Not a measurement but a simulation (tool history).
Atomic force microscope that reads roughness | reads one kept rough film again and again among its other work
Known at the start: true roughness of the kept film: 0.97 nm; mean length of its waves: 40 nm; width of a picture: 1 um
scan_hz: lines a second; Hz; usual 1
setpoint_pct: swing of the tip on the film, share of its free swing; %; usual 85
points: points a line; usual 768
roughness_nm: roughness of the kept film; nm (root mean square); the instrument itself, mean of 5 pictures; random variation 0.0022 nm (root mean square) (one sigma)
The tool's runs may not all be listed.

Run 1, day 0: usual settings. Result: roughness_nm 0.881 nm (root mean square).
Run 2, day 0.362: usual settings. Result: roughness_nm 0.88 nm (root mean square).
Run 3, day 0.738: usual settings. Result: roughness_nm 0.882 nm (root mean square).
Run 4, day 1.129: usual settings but points 395. Result: roughness_nm 0.876 nm (root mean square).
Run 5, day 1.508: usual settings but points 395. Result: roughness_nm 0.88 nm (root mean square).
Run 6, day 1.829: usual settings but points 395. Result: roughness_nm 0.875 nm (root mean square).
Run 7, day 2.258: usual settings but points 395. Result: roughness_nm 0.876 nm (root mean square).
Run 8, day 2.529: usual settings but scan_hz 3.62 Hz, points 395. Result: roughness_nm 0.752 nm (root mean square).
Run 9, day 2.825: usual settings but scan_hz 3.62 Hz, points 927. Result: roughness_nm 0.754 nm (root mean square).
Run 10, day 3.271: usual settings but scan_hz 3.62 Hz, points 927. Result: roughness_nm 0.756 nm (root mean square).
Run 11, day 3.579: usual settings but scan_hz 3.62 Hz, points 927. Result: roughness_nm 0.749 nm (root mean square).
Run 12, day 4.017: usual settings. Result: roughness_nm 0.874 nm (root mean square).
Run 13, day 4.5: usual settings. Result: roughness_nm 0.876 nm (root mean square).
Run 14, day 4.862: usual settings. Result: roughness_nm 0.876 nm (root mean square).
Run 15, day 5.154: usual settings but scan_hz 0.73 Hz. Result: roughness_nm 0.889 nm (root mean square).
Run 16, day 5.375: usual settings but scan_hz 0.73 Hz, points 299. Result: roughness_nm 0.885 nm (root mean square).
Run 17, day 5.762: usual settings but scan_hz 0.7 Hz, points 299. Result: roughness_nm 0.888 nm (root mean square).
Run 18, day 6.029: usual settings but setpoint_pct 65 %. Result: roughness_nm 0.915 nm (root mean square).
Run 19, day 6.354: usual settings but setpoint_pct 65 %. Result: roughness_nm 0.913 nm (root mean square).
Run 20, day 6.667: usual settings but setpoint_pct 84 %. Result: roughness_nm 0.877 nm (root mean square).
Run 21, day 6.971: usual settings but scan_hz 1.03 Hz, setpoint_pct 75 %, points 557. Result: roughness_nm 0.894 nm (root mean square).
Run 22, day 7.188: usual settings but scan_hz 1.03 Hz, setpoint_pct 75 %, points 557. Result: roughness_nm 0.891 nm (root mean square).
Run 23, day 7.525: usual settings but scan_hz 3.88 Hz, setpoint_pct 86 %, points 361. Result: roughness_nm 0.727 nm (root mean square).
Run 24, day 7.854: usual settings but scan_hz 3.88 Hz, setpoint_pct 56 %, points 890. Result: roughness_nm 0.887 nm (root mean square).
Run 25, day 8.179: usual settings but scan_hz 1.46 Hz, setpoint_pct 74 %, points 833. Result: roughness_nm 0.88 nm (root mean square).
At day 8.346: new tip fitted.
Run 26, day 8.45: usual settings but scan_hz 1.36 Hz. Result: roughness_nm 0.877 nm (root mean square).
Run 27, day 8.933: usual settings but scan_hz 1.67 Hz, setpoint_pct 60 %. Result: roughness_nm 0.935 nm (root mean square).
Run 28, day 9.421: usual settings but scan_hz 1.67 Hz, setpoint_pct 60 %, points 975. Result: roughness_nm 0.932 nm (root mean square).
Run 29, day 9.9: usual settings but scan_hz 3.21 Hz, setpoint_pct 68 %, points 975. Result: roughness_nm 0.879 nm (root mean square).
Run 30, day 10.217: usual settings but scan_hz 3.21 Hz, setpoint_pct 68 %, points 975. Result: roughness_nm 0.883 nm (root mean square).
Run 31, day 10.712: usual settings but scan_hz 1.24 Hz, setpoint_pct 68 %, points 467. Result: roughness_nm 0.925 nm (root mean square).

Forecast each of these 5 alternatives for the next run:
Run A, day 11.075: usual settings but points 457. Result: roughness_nm ?.
Run B, day 11.075: usual settings but scan_hz 2.8 Hz, setpoint_pct 68 %, points 610. Result: roughness_nm ?.
Run C, day 11.075: usual settings but scan_hz 0.65 Hz, setpoint_pct 82 %. Result: roughness_nm ?.
Run D, day 11.075: usual settings but scan_hz 1.24 Hz, setpoint_pct 68 %, points 718. Result: roughness_nm ?.
Run E, day 11.075: usual settings but scan_hz 1.88 Hz, points 469. Result: roughness_nm ?.

run  roughness_nm
  A         0.895
  B         0.884
  C         0.915
  D         0.925
  E         0.845
Without the tool's hidden state the same runs would have given:
run  roughness_nm
  A         0.897
  B         0.886
  C         0.917
  D         0.927
  E         0.847
